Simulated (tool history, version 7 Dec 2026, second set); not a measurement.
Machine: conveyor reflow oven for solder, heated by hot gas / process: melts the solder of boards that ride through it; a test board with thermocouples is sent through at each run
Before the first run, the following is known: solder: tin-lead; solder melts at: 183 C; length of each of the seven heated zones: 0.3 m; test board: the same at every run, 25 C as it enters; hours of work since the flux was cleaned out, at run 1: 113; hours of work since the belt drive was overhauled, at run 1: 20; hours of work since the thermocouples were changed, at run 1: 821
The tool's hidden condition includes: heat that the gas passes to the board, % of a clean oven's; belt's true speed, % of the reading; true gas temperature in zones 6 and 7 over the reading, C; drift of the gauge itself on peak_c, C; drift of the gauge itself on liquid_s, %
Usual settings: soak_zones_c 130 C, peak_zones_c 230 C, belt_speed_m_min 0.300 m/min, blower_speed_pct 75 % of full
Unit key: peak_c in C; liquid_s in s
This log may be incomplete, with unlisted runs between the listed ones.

run   hour  soak_zones_c  peak_zones_c  belt_speed_m_min  blower_speed_pct  hours of work since the flux was cleaned out  hours of work since the belt drive was overhauled  hours of work since the thermocouples were changed  peak_c  liquid_s
  1    0.0           130           230             0.300                75                                           113                                                 20                                                 821   217.1      87.6
  2   15.9           130           230             0.300                77                                           122                                                 29                                                 830   217.7      88.4
  3   43.5           130           230             0.300                77                                           138                                                 45                                                 846   217.6      88.1
  4   60.4           130           230             0.242                75                                           147                                                 55                                                 856   222.3     118.6
  5   92.2           130           230             0.242                75                                           166                                                 73                                                 874   222.3     117.9
  6  116.5           130           230             0.242                75                                           180                                                 87                                                 888   222.3     117.8
     147.7  -- flux residue cleaned out of gas plates and filters
  7  149.2           130           230             0.300                75                                             1                                                103                                                 904   217.3      87.9
  8  167.6           130           230             0.300                75                                            11                                                114                                                 915   217.4      88.1
  9  188.0           130           230             0.300                75                                            23                                                126                                                 927   217.4      87.8
 10  214.5           130           230             0.300                75                                            39                                                141                                                 942   217.2      87.4
 11  248.6           130           230             0.300                75                                            58                                                161                                                 962   217.3      87.2
 12  280.6           130           230             0.300                75                                            77                                                179                                                 980   217.6      87.2
 13  304.8           130           230             0.300                75                                            91                                                193                                                 994   217.1      87.7
 14  323.4           130           230             0.300                75                                           101                                                204                                                1005   217.4      87.6
 15  355.4           143           230             0.300                75                                           120                                                222                                                1023   218.9      96.5
 16  373.8           143           230             0.300                75                                           130                                                233                                                1034   219.2      96.2
 17  407.2           143           230             0.300                75                                           150                                                252                                                1053   219.1      96.3
 18  426.3           143           236             0.360                75                                           161                                                263                                                1064   219.4      79.4
 19  445.3           143           236             0.360                75                                           172                                                274                                                1075   219.1      78.5
 20  472.7           143           236             0.360                75                                           188                                                290                                                1091   219.1      79.2
     489.8  -- flux residue cleaned out of gas plates and filters
 21  495.5           132           230             0.324                76                                             3                                                300                                                1101   215.6      79.6
 22  522.0           130           230             0.323                71                                            19                                                316                                                1117   214.3      76.7
 23  556.6           130           230             0.265                83                                            39                                                335                                                1137   221.7     106.7
 24  575.9           130           230             0.265                83                                            50                                                347                                                1148   221.4     106.6
 25  608.4           130           230             0.265                83                                            68                                                365                                                1167   221.7     106.2
 26  628.6           130           230             0.265                83                                            80                                                377                                                1178   221.9     106.7
 27  657.7           130           230             0.265                83                                            97                                                394                                                1195   221.5     106.2

Each row is a separate what-if for the run after 27, all from the same tool condition, not one after another. Results?
  A  681.8           130           222             0.300                75                                           111                                                408                                                1209       ?         ?
  B  681.8           130           230             0.311                83                                           111                                                408                                                1209       ?         ?
  C  681.8           141           241             0.349                75                                           111                                                408                                                1209       ?         ?
  D  681.8           130           245             0.298                79                                           111                                                408                                                1209       ?         ?
  E  681.8           141           230             0.284                83                                           111                                                408                                                1209       ?         ?

run  peak_c  liquid_s
  A   210.4      78.4
  B   217.8      85.1
  C   224.4      85.1
  D   232.1     101.9
  E   221.1     103.8
Without the tool's unlogged condition, the same runs would have read:
run  peak_c  liquid_s
  A   210.3      78.3
  B   217.7      85.0
  C   224.3      85.0
  D   232.0     101.8
  E   221.0     103.7

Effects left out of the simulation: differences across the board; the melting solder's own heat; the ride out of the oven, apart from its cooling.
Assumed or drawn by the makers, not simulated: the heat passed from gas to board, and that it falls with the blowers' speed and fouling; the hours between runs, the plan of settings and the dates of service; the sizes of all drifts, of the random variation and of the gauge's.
